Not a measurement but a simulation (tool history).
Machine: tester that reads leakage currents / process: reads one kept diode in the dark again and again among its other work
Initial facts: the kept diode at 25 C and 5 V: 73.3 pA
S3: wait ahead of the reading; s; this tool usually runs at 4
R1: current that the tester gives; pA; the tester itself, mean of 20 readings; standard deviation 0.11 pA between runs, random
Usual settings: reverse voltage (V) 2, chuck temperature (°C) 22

run 1 hour=0 | reverse_voltage_(V)=2 chuck_temperature_(°C)=22 S3=4 | R1=34.44
run 2 hour=61 | reverse_voltage_(V)=2 chuck_temperature_(°C)=22 S3=4 | R1=34.35
run 3 hour=114.4 | reverse_voltage_(V)=2 chuck_temperature_(°C)=22 S3=4 | R1=34.45
run 4 hour=149.6 | reverse_voltage_(V)=2 chuck_temperature_(°C)=22 S3=4 | R1=34.25
run 5 hour=199.3 | reverse_voltage_(V)=2 chuck_temperature_(°C)=22 S3=1.71 | R1=34.35
run 6 hour=262.9 | reverse_voltage_(V)=2 chuck_temperature_(°C)=24 S3=4 | R1=40.1
run 7 hour=333.4 | reverse_voltage_(V)=2.14 chuck_temperature_(°C)=22 S3=4 | R1=35.82
-- hour=364.9 probe card cleaned and baked
run 8 hour=378.7 | reverse_voltage_(V)=2.22 chuck_temperature_(°C)=22 S3=4 | R1=36.45
run 9 hour=448.9 | reverse_voltage_(V)=2.22 chuck_temperature_(°C)=22 S3=4 | R1=36.53
run 10 hour=485.5 | reverse_voltage_(V)=2.22 chuck_temperature_(°C)=29 S3=2.16 | R1=61.89
run 11 hour=526.2 | reverse_voltage_(V)=1.29 chuck_temperature_(°C)=29 S3=1.38 | R1=44.98
run 12 hour=556.1 | reverse_voltage_(V)=1.29 chuck_temperature_(°C)=29 S3=1.38 | R1=44.87
run 13 hour=587.6 | reverse_voltage_(V)=3.74 chuck_temperature_(°C)=36 S3=4 | R1=137.97
run 14 hour=639.8 | reverse_voltage_(V)=10.43 chuck_temperature_(°C)=33 S3=4 | R1=203.47

The next listed run, before its measurement:
run 15 hour=677.4 | reverse_voltage_(V)=1.42 chuck_temperature_(°C)=22 S3=0.57 | R1=?

Run 15 gave R1 28.38 pA.
On a tool with no hidden condition, and with the same random variation, this run would have come out at R1 28.36 pA.

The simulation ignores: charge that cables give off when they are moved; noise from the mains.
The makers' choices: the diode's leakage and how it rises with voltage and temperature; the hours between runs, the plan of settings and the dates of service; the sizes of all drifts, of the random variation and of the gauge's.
